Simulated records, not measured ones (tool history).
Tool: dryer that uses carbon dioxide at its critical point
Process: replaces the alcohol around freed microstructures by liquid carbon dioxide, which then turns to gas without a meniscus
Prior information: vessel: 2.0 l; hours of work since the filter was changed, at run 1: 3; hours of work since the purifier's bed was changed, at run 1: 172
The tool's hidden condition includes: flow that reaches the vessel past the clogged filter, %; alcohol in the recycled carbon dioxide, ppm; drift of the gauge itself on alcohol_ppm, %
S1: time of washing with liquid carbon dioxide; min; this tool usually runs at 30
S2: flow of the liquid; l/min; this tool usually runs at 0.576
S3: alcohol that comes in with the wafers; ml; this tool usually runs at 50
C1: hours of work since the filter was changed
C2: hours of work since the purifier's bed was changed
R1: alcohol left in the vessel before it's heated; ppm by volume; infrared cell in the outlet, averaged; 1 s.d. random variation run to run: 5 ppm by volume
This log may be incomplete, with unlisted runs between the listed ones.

{"run": 1, "hour": 0.0, "S1": 30, "S2": 0.576, "S3": 50, "C1": 3, "C2": 172, "R1": 46}
{"run": 2, "hour": 12.1, "S1": 20, "S2": 0.576, "S3": 50, "C1": 8, "C2": 177, "R1": 192}
{"run": 3, "hour": 21.8, "S1": 20, "S2": 0.576, "S3": 20, "C1": 13, "C2": 182, "R1": 109}
{"run": 4, "hour": 38.1, "S1": 20, "S2": 0.576, "S3": 20, "C1": 20, "C2": 189, "R1": 101}
{"run": 5, "hour": 55.9, "S1": 20, "S2": 0.576, "S3": 20, "C1": 28, "C2": 197, "R1": 110}
{"run": 6, "hour": 67.2, "S1": 20, "S2": 0.576, "S3": 20, "C1": 33, "C2": 202, "R1": 110}
{"run": 7, "hour": 75.9, "S1": 20, "S2": 0.576, "S3": 20, "C1": 37, "C2": 206, "R1": 99}
{"run": 8, "hour": 84.6, "S1": 30, "S2": 0.576, "S3": 28, "C1": 41, "C2": 210, "R1": 57}
{"run": 9, "hour": 97.8, "S1": 30, "S2": 0.576, "S3": 28, "C1": 47, "C2": 216, "R1": 49}
{"run": 10, "hour": 106.8, "S1": 30, "S2": 0.576, "S3": 28, "C1": 51, "C2": 220, "R1": 51}
{"run": 11, "hour": 119.7, "S1": 28, "S2": 0.576, "S3": 50, "C1": 57, "C2": 226, "R1": 76}
{"run": 12, "hour": 130.1, "S1": 28, "S2": 0.576, "S3": 50, "C1": 62, "C2": 231, "R1": 69}
{"run": 13, "hour": 145.5, "S1": 28, "S2": 0.576, "S3": 50, "C1": 69, "C2": 238, "R1": 79}
{"run": 14, "hour": 160.1, "S1": 30, "S2": 0.576, "S3": 45, "C1": 75, "C2": 244, "R1": 53}
{"run": 15, "hour": 169.1, "S1": 30, "S2": 0.576, "S3": 45, "C1": 79, "C2": 248, "R1": 62}
{"run": 16, "hour": 178.5, "S1": 30, "S2": 0.576, "S3": 45, "C1": 83, "C2": 253, "R1": 60}
{"run": 17, "hour": 188.4, "S1": 30, "S2": 0.576, "S3": 45, "C1": 88, "C2": 257, "R1": 67}
{"run": 18, "hour": 204.8, "S1": 30, "S2": 0.576, "S3": 45, "C1": 95, "C2": 265, "R1": 67}
{"run": 19, "hour": 220.9, "S1": 30, "S2": 0.576, "S3": 45, "C1": 103, "C2": 272, "R1": 67}
{"run": 20, "hour": 233.1, "S1": 46, "S2": 0.879, "S3": 26, "C1": 108, "C2": 277, "R1": 67}
{"run": 21, "hour": 251.7, "S1": 46, "S2": 0.879, "S3": 26, "C1": 117, "C2": 286, "R1": 61}
{"run": 22, "hour": 264.6, "S1": 46, "S2": 0.879, "S3": 26, "C1": 123, "C2": 292, "R1": 64}
{"run": 23, "hour": 273.8, "S1": 46, "S2": 0.879, "S3": 26, "C1": 127, "C2": 296, "R1": 70}
{"run": 24, "hour": 291.4, "S1": 20, "S2": 0.482, "S3": 51, "C1": 135, "C2": 304, "R1": 499}
{"run": 25, "hour": 312.0, "S1": 30, "S2": 0.692, "S3": 60, "C1": 144, "C2": 313, "R1": 72}
{"run": 26, "hour": 327.0, "S1": 20, "S2": 0.792, "S3": 56, "C1": 151, "C2": 320, "R1": 95}
{"run": 27, "hour": 341.7, "S1": 20, "S2": 0.792, "S3": 56, "C1": 157, "C2": 327, "R1": 108}
{"run": 28, "hour": 361.7, "S1": 45, "S2": 0.939, "S3": 113, "C1": 166, "C2": 336, "R1": 72}
{"run": 29, "hour": 375.6, "S1": 44, "S2": 0.665, "S3": 111, "C1": 173, "C2": 342, "R1": 72}
{"run": 30, "hour": 386.6, "S1": 30, "S2": 0.578, "S3": 24, "C1": 178, "C2": 347, "R1": 77}
{"run": 31, "hour": 403.2, "S1": 30, "S2": 0.578, "S3": 24, "C1": 185, "C2": 354, "R1": 88}
{"run": 32, "hour": 416.9, "S1": 20, "S2": 0.576, "S3": 104, "C1": 191, "C2": 361, "R1": 499}
{"run": 33, "hour": 427.3, "S1": 20, "S2": 0.576, "S3": 104, "C1": 196, "C2": 365, "R1": 511}
{"run": 34, "hour": 442.0, "S1": 40, "S2": 0.593, "S3": 50, "C1": 203, "C2": 372, "R1": 80}
{"run": 35, "hour": 460.8, "S1": 30, "S2": 0.449, "S3": 106, "C1": 211, "C2": 380, "R1": 269}
{"run": 36, "hour": 479.5, "S1": 19, "S2": 0.576, "S3": 100, "C1": 220, "C2": 389, "R1": 601}
{"run": 37, "hour": 497.0, "S1": 38, "S2": 0.402, "S3": 50, "C1": 228, "C2": 397, "R1": 116}
{"run": 38, "hour": 516.8, "S1": 38, "S2": 0.402, "S3": 50, "C1": 237, "C2": 406, "R1": 122}

The same runs without the tool's hidden state, with the same run-to-run variation:
run=1 R1=12
run=2 R1=153
run=3 R1=70
run=4 R1=61
run=5 R1=68
run=6 R1=67
run=7 R1=54
run=8 R1=16
run=9 R1=6
run=10 R1=8
run=11 R1=29
run=12 R1=22
run=13 R1=28
run=14 R1=5
run=15 R1=12
run=16 R1=7
run=17 R1=13
run=18 R1=13
run=19 R1=10
run=20 R1=13
run=21 R1=5
run=22 R1=8
run=23 R1=13
run=24 R1=371
run=25 R1=8
run=26 R1=23
run=27 R1=33
run=28 R1=7
run=29 R1=5
run=30 R1=8
run=31 R1=14
run=32 R1=323
run=33 R1=330
run=34 R1=6
run=35 R1=137
run=36 R1=387
run=37 R1=25
run=38 R1=28
